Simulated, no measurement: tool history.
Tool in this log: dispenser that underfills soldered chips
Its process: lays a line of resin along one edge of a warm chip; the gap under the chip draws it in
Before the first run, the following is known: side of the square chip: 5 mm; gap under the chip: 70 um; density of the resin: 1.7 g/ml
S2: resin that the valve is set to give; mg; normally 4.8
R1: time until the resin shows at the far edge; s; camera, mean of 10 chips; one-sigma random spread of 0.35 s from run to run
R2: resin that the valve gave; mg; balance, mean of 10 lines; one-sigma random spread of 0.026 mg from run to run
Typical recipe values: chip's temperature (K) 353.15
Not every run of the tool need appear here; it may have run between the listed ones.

Run 1, day 0: usual settings. Result: R1 22.4 s, R2 4.55 mg.
At day 0.312: new syringe of resin.
Run 2, day 0.379: usual settings. Result: R1 19.6 s, R2 4.53 mg.
At day 0.888: dispensing valve cleaned and set on the balance.
At day 0.942: new syringe of resin.
Run 3, day 0.954: usual settings. Result: R1 18.2 s, R2 4.73 mg.
Run 4, day 1.342: usual settings. Result: R1 25 s, R2 4.82 mg.
At day 1.492: new syringe of resin.
Run 5, day 1.704: usual settings. Result: R1 22.1 s, R2 4.75 mg.
At day 2.071: new syringe of resin.
Run 6, day 2.154: usual settings but chip's temperature (K) 355.15. Result: R1 18.4 s, R2 4.73 mg.
At day 2.625: new syringe of resin.
Run 7, day 2.625: usual settings. Result: R1 19 s, R2 4.69 mg.
Run 8, day 3.038: usual settings. Result: R1 25 s, R2 4.7 mg.
At day 3.212: new syringe of resin.
Run 9, day 3.496: usual settings. Result: R1 23 s, R2 4.7 mg.
At day 3.767: new syringe of resin.
Run 10, day 3.767: usual settings but chip's temperature (K) 345.15. Result: R1 24.9 s, R2 4.69 mg.
Run 11, day 4.208: usual settings but chip's temperature (K) 345.15. Result: R1 34.8 s, R2 4.69 mg.
At day 4.325: new syringe of resin.
Run 12, day 4.529: usual settings but chip's temperature (K) 345.15. Result: R1 28.9 s, R2 4.65 mg.
At day 4.892: new syringe of resin.
Run 13, day 4.896: usual settings but chip's temperature (K) 345.15. Result: R1 25.3 s, R2 4.65 mg.
At day 5.462: new syringe of resin.
Run 14, day 5.462: usual settings but chip's temperature (K) 341.15. Result: R1 29.9 s, R2 4.63 mg.
Run 15, day 5.758: usual settings but chip's temperature (K) 341.15. Result: R1 37.2 s, R2 4.6 mg.
At day 6.021: new syringe of resin.
Run 16, day 6.117: usual settings. Result: R1 20.1 s, R2 4.6 mg.
At day 6.583: new syringe of resin.
Run 17, day 6.675: usual settings but S2 5.84 mg. Result: R1 20.1 s, R2 5.56 mg.
At day 7.138: new syringe of resin.
Run 18, day 7.229: usual settings but S2 5.84 mg. Result: R1 20.3 s, R2 5.57 mg.
At day 7.708: new syringe of resin.
Run 19, day 7.712: usual settings but S2 5.05 mg. Result: R1 19.1 s, R2 4.79 mg.
Run 20, day 8.242: usual settings but S2 5.05 mg. Result: R1 27.9 s, R2 4.81 mg.
At day 8.283: new syringe of resin.
Run 21, day 8.767: usual settings but S2 5.05 mg. Result: R1 26.5 s, R2 4.74 mg.
At day 8.85: new syringe of resin.
Run 22, day 9.017: usual settings but S2 5.84 mg. Result: R1 20.1 s, R2 5.51 mg.
At day 9.412: new syringe of resin.
At day 9.454: dispensing valve cleaned and set on the balance.
Run 23, day 9.496: usual settings but S2 5.84 mg. Result: R1 19.9 s, R2 5.83 mg.
Run 24, day 9.971: usual settings but S2 5.84 mg. Result: R1 28.6 s, R2 5.83 mg.
At day 10.025: new syringe of resin.
Run 25, day 10.421: usual settings but chip's temperature (K) 346.15, S2 5.13 mg. Result: R1 32.3 s, R2 5.04 mg.
At day 10.592: new syringe of resin.
Run 26, day 10.662: usual settings but chip's temperature (K) 361.15, S2 4.2 mg. Result: R1 15.7 s, R2 4.16 mg.
Run 27, day 10.971: usual settings but chip's temperature (K) 350.15, S2 4.78 mg. Result: R1 28.4 s, R2 4.73 mg.
At day 11.158: new syringe of resin.
Run 28, day 11.242: usual settings but chip's temperature (K) 350.15, S2 5.2 mg. Result: R1 22.7 s, R2 5.14 mg.
Run 29, day 11.6: usual settings but chip's temperature (K) 350.15, S2 5.2 mg. Result: R1 29 s, R2 5.12 mg.
At day 11.738: new syringe of resin.
Run 30, day 12.062: usual settings but chip's temperature (K) 350.15, S2 5.2 mg. Result: R1 27.3 s, R2 5.11 mg.
At day 12.321: new syringe of resin.
Run 31, day 12.612: usual settings but chip's temperature (K) 350.15, S2 5.2 mg. Result: R1 26.1 s, R2 5.1 mg.
At day 12.908: new syringe of resin.
Run 32, day 13.167: usual settings but chip's temperature (K) 368.15, S2 4.42 mg. Result: R1 13.9 s, R2 4.3 mg.
At day 13.479: new syringe of resin.
Run 33, day 13.508: usual settings but chip's temperature (K) 368.15, S2 4.42 mg. Result: R1 11.3 s, R2 4.28 mg.

Run 34, settings as shown, results not yet in. Your forecast:
Run 34, day 13.842: usual settings but chip's temperature (K) 363.15, S2 4.42 mg. Result: R1 ?, R2 ?.

{"run 34": {"R1": 18.1, "R2": 4.25}}
If the tool had no hidden condition, the same run with the same run-to-run variation would have returned R1 13.1 s, R2 4.38 mg.

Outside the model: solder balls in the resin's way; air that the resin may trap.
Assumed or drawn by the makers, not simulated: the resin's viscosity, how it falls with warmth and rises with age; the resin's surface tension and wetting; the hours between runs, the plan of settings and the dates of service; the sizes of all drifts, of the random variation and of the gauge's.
